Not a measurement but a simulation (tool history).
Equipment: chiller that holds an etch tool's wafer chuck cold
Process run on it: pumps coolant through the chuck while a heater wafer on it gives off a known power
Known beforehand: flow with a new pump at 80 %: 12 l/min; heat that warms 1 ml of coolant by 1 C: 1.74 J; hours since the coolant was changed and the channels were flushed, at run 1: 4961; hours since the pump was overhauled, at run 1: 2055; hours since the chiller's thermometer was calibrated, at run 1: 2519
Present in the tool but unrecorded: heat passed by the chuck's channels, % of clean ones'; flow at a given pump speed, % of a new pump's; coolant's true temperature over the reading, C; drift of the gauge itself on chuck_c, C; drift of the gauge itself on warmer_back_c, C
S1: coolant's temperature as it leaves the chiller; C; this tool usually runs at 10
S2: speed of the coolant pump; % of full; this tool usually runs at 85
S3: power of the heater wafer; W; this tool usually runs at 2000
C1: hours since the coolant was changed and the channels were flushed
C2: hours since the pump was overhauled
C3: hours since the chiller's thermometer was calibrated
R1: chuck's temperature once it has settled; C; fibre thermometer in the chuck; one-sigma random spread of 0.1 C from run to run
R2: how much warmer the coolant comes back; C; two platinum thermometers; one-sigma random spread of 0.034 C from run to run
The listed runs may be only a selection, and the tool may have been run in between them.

run 1 day=0 | S1=10 S2=85 S3=2000 | C1=4961 C2=2055 C3=2519 | R1=31.4 R2=5.7
run 2 day=1.1 | S1=10 S2=85 S3=2000 | C1=4987 C2=2082 C3=2546 | R1=31.3 R2=5.66
run 3 day=2.229 | S1=10 S2=85 S3=2000 | C1=5014 C2=2109 C3=2573 | R1=31.4 R2=5.72
run 4 day=3.975 | S1=10 S2=85 S3=2000 | C1=5056 C2=2151 C3=2615 | R1=31.3 R2=5.71
run 5 day=6.225 | S1=14 S2=85 S3=2000 | C1=5110 C2=2205 C3=2669 | R1=35.4 R2=5.73
run 6 day=7.5 | S1=19 S2=85 S3=2000 | C1=5141 C2=2235 C3=2699 | R1=40.2 R2=5.74
run 7 day=9.396 | S1=10 S2=85 S3=2000 | C1=5186 C2=2281 C3=2745 | R1=31.5 R2=5.78
run 8 day=11.317 | S1=10 S2=85 S3=2000 | C1=5232 C2=2327 C3=2791 | R1=31.6 R2=5.75
run 9 day=12.888 | S1=11 S2=85 S3=2000 | C1=5270 C2=2365 C3=2829 | R1=32.6 R2=5.8
run 10 day=15.108 | S1=10 S2=85 S3=2000 | C1=5323 C2=2418 C3=2882 | R1=31.6 R2=5.74
run 11 day=16.358 | S1=10 S2=85 S3=2000 | C1=5353 C2=2448 C3=2912 | R1=31.6 R2=5.76
run 12 day=17.492 | S1=10 S2=83 S3=1442 | C1=5380 C2=2475 C3=2939 | R1=25.8 R2=4.24
run 13 day=19.367 | S1=10 S2=83 S3=1442 | C1=5425 C2=2520 C3=2984 | R1=25.6 R2=4.3
-- day=19.792 chiller's thermometer calibrated
run 14 day=20.525 | S1=10 S2=80 S3=2560 | C1=5452 C2=2547 C3=18 | R1=39.4 R2=7.9
run 15 day=22.746 | S1=14 S2=75 S3=1311 | C1=5505 C2=2600 C3=71 | R1=29.8 R2=4.28
run 16 day=24.838 | S1=14 S2=75 S3=1311 | C1=5556 C2=2651 C3=121 | R1=29.9 R2=4.35
run 17 day=26.325 | S1=0 S2=75 S3=1377 | C1=5591 C2=2686 C3=157 | R1=16.8 R2=4.59
run 18 day=28.079 | S1=0 S2=76 S3=1304 | C1=5633 C2=2728 C3=199 | R1=15.7 R2=4.27
run 19 day=29.625 | S1=0 S2=76 S3=1304 | C1=5671 C2=2766 C3=236 | R1=15.8 R2=4.28
run 20 day=31.146 | S1=0 S2=76 S3=1304 | C1=5707 C2=2802 C3=273 | R1=15.8 R2=4.26
run 21 day=33.279 | S1=7 S2=86 S3=1304 | C1=5758 C2=2853 C3=324 | R1=21.5 R2=3.72

The next listed run, before its measurement:
run 22 day=35.5 | S1=9 S2=85 S3=1209 | C1=5812 C2=2907 C3=377 | R1=? R2=?

{"run 22": {"R1": 22.5, "R2": 3.46}}
Were there no unlogged condition in the tool, this run, its random variation unchanged, would have produced R1 20.3 C, R2 3.2 C.
